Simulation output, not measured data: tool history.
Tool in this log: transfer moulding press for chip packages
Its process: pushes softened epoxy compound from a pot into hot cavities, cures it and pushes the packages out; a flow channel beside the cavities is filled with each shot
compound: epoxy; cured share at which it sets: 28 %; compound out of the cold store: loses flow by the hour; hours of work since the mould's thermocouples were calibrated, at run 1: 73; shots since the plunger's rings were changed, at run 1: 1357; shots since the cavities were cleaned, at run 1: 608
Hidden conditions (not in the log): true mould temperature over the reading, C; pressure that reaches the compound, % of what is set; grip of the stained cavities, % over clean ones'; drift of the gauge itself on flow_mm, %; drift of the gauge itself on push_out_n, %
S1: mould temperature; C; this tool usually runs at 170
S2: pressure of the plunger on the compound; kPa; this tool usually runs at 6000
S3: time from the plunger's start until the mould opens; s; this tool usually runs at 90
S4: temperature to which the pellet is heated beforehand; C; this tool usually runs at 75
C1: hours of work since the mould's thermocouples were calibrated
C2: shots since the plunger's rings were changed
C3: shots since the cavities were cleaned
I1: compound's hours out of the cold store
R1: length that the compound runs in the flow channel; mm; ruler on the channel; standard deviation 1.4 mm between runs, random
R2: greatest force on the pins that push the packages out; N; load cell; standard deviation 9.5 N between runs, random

Run 1, day 0.000: usual settings; C1 73; C2 1357; C3 608; I1 33.0. Result: R1 729 mm, R2 437 N.
Run 2, day 1.062: usual settings but S1 168 C; C1 84; C2 1561; C3 812; I1 8.2. Result: R1 851 mm, R2 546 N.
At day 2.104: cavities cleaned with cleaning compound and waxed.
Run 3, day 2.775: usual settings but S1 168 C; C1 101; C2 1876; C3 128; I1 34.3. Result: R1 733 mm, R2 486 N.
Run 4, day 3.912: usual settings but S1 168 C; C1 112; C2 2093; C3 345; I1 21.7. Result: R1 783 mm, R2 511 N.
Run 5, day 5.217: usual settings but S1 168 C; C1 126; C2 2343; C3 595; I1 37.6. Result: R1 720 mm, R2 487 N.
Run 6, day 6.792: usual settings but S1 168 C; C1 142; C2 2644; C3 896; I1 8.6. Result: R1 850 mm, R2 541 N.
At day 7.438: cavities cleaned with cleaning compound and waxed.
Run 7, day 7.808: usual settings but S1 168 C; C1 152; C2 2827; C3 71; I1 24.0. Result: R1 775 mm, R2 517 N.
Run 8, day 8.900: usual settings but S1 168 C; C1 163; C2 3036; C3 280; I1 29.5. Result: R1 749 mm, R2 509 N.
Run 9, day 10.442: usual settings but S1 168 C; C1 179; C2 3330; C3 574; I1 34.5. Result: R1 730 mm, R2 497 N.
At day 10.838: plunger's sealing rings changed.
Run 10, day 11.542: usual settings; C1 189; C2 135; C3 765; I1 18.7. Result: R1 789 mm, R2 448 N.
At day 12.908: cavities cleaned with cleaning compound and waxed.
Run 11, day 13.183: usual settings; C1 205; C2 437; C3 53; I1 46.0. Result: R1 676 mm, R2 425 N.
Run 12, day 14.017: usual settings but S4 81 C; C1 214; C2 596; C3 212; I1 30.1. Result: R1 738 mm, R2 430 N.
Run 13, day 15.504: usual settings but S1 177 C; C1 229; C2 881; C3 497; I1 12.6. Result: R1 784 mm, R2 366 N.
Run 14, day 16.600: usual settings but S1 177 C; C1 241; C2 1090; C3 706; I1 33.5. Result: R1 694 mm, R2 351 N.
Run 15, day 17.383: usual settings but S1 173 C, S2 5460 kPa; C1 249; C2 1240; C3 856; I1 43.8. Result: R1 639 mm, R2 382 N.
At day 18.217: cavities cleaned with cleaning compound and waxed.
Run 16, day 18.492: usual settings but S1 163 C, S2 5980 kPa, S3 87 s, S4 83 C; C1 259; C2 1440; C3 53; I1 29.7. Result: R1 778 mm, R2 739 N.
Run 17, day 19.750: usual settings but S1 163 C, S2 5980 kPa, S3 87 s, S4 83 C; C1 272; C2 1681; C3 294; I1 27.3. Result: R1 788 mm, R2 777 N.
Run 18, day 21.204: usual settings but S1 163 C, S2 5980 kPa, S3 87 s, S4 74 C; C1 287; C2 1959; C3 572; I1 23.4. Result: R1 808 mm, R2 817 N.
Run 19, day 22.238: usual settings but S1 171 C, S2 5140 kPa, S3 87 s, S4 71 C; C1 298; C2 2157; C3 770; I1 9.5. Result: R1 767 mm, R2 464 N.
Run 20, day 23.275: usual settings but S1 165 C, S3 78 s; C1 309; C2 2355; C3 968; I1 38.1. Result: R1 732 mm, R2 816 N.
At day 23.617: cavities cleaned with cleaning compound and waxed.
Run 21, day 24.292: usual settings but S1 166 C, S3 78 s, S4 69 C; C1 318; C2 2537; C3 129; I1 21.8. Result: R1 796 mm, R2 827 N.
Run 22, day 25.296: usual settings but S1 166 C, S3 99 s, S4 69 C; C1 329; C2 2730; C3 322; I1 20.3. Result: R1 807 mm, R2 492 N.
Run 23, day 26.904: usual settings but S1 171 C; C1 345; C2 3037; C3 629; I1 18.7. Result: R1 783 mm, R2 422 N.
Run 24, day 28.588: usual settings but S1 171 C, S3 119 s; C1 362; C2 3359; C3 951; I1 29.8. Result: R1 735 mm, R2 337 N.
At day 28.850: plunger's sealing rings changed.
At day 29.075: cavities cleaned with cleaning compound and waxed.
Run 25, day 29.979: usual settings but S1 166 C, S3 119 s, S4 66 C; C1 375; C2 204; C3 173; I1 36.8. Result: R1 731 mm, R2 393 N.
Run 26, day 31.354: usual settings but S1 166 C, S3 119 s, S4 66 C; C1 389; C2 467; C3 436; I1 21.7. Result: R1 797 mm, R2 382 N.
Run 27, day 32.425: usual settings but S1 173 C, S2 6250 kPa; C1 400; C2 672; C3 641; I1 37.7. Result: R1 705 mm, R2 383 N.
Run 28, day 33.933: usual settings but S1 173 C, S2 6250 kPa, S4 68 C; C1 416; C2 961; C3 930; I1 23.4. Result: R1 769 mm, R2 379 N.

What if the next run were any one of these 3? Each begins from the tool's condition after run 28:
At day 34.388: cavities cleaned with cleaning compound and waxed.
Run A, day 35.400: usual settings but S1 173 C, S2 6250 kPa, S4 67 C; C1 430; C2 1229; C3 193; I1 25.5. Result: R1 ?, R2 ?.
At day 34.388: cavities cleaned with cleaning compound and waxed.
Run B, day 35.400: usual settings but S1 173 C, S2 7380 kPa, S4 68 C; C1 430; C2 1229; C3 193; I1 27.2. Result: R1 ?, R2 ?.
At day 34.388: cavities cleaned with cleaning compound and waxed.
Run C, day 35.400: usual settings but S1 166 C, S2 6030 kPa, S3 101 s; C1 430; C2 1229; C3 193; I1 42.6. Result: R1 ?, R2 ?.

run   R1   R2
  A  760  374
  B  818  405
  C  709  457
Stripped of hidden state, with their random variation kept, the same runs would have yielded:
run   R1   R2
  A  760  373
  B  818  404
  C  709  455

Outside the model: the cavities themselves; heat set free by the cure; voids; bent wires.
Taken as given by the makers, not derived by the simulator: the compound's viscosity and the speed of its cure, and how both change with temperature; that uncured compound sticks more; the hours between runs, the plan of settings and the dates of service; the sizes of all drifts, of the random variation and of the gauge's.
